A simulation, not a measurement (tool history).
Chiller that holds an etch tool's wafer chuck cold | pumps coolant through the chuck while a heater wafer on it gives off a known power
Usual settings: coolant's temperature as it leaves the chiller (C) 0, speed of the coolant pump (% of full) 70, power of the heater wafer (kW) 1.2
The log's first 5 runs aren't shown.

| run | hour | coolant's temperature as it leaves the chiller (C) | speed of the coolant pump (% of full) | power of the heater wafer (kW) | chuck's temperature once it has settled (C) | how much warmer the coolant comes back (C) |
|---|---|---|---|---|---|---|
| 6 | 560.7 | 0 | 70 | 1.2 | 14.5 | 3.89 |
| 7 | 627.8 | -5 | 70 | 1.2 | 9.7 | 3.8 |
| 8 | 759.9 | -5 | 70 | 1.2 | 9.6 | 3.82 |
| 9 | 850.7 | 0 | 70 | 1.2 | 14.8 | 3.82 |
| 10 | 958.1 | 0 | 70 | 1.2 | 14.9 | 3.82 |
| 11 | 1068.5 | 0 | 70 | 1.2 | 14.8 | 3.85 |
| 12 | 1199.7 | 0 | 75 | 1.2 | 14.4 | 3.6 |
| 13 | 1280.2 | 0 | 75 | 1.2 | 14.3 | 3.66 |
| 14 | 1430.1 | 3 | 70 | 1.2 | 18.2 | 3.93 |
| 15 | 1493.5 | -2 | 70 | 1.2 | 13.2 | 3.96 |
| 16 | 1604.4 | -2 | 70 | 1.2 | 13.2 | 3.93 |
| 17 | 1677.1 | -8 | 70 | 1.683 | 13.7 | 5.5 |
| 18 | 1750.7 | 0 | 90 | 1.683 | 18.6 | 4.26 |
| 19 | 1831.3 | 9 | 63 | 0.689 | 18.2 | 2.52 |
| 20 | 1950.1 | -10 | 63 | 1.029 | 4 | 3.78 |
| 21 | 2100.2 | -2 | 94 | 1.2 | 11.1 | 2.97 |

The next listed run, before its measurement:
| 22 | 2227.7 | -1 | 94 | 1.305 | ? | ? |

chuck's temperature once it has settled (C): 13.3
how much warmer the coolant comes back (C): 3.18
Without the tool's hidden state the same run would have given chuck's temperature once it has settled (C) 10.5, how much warmer the coolant comes back (C) 3.01.
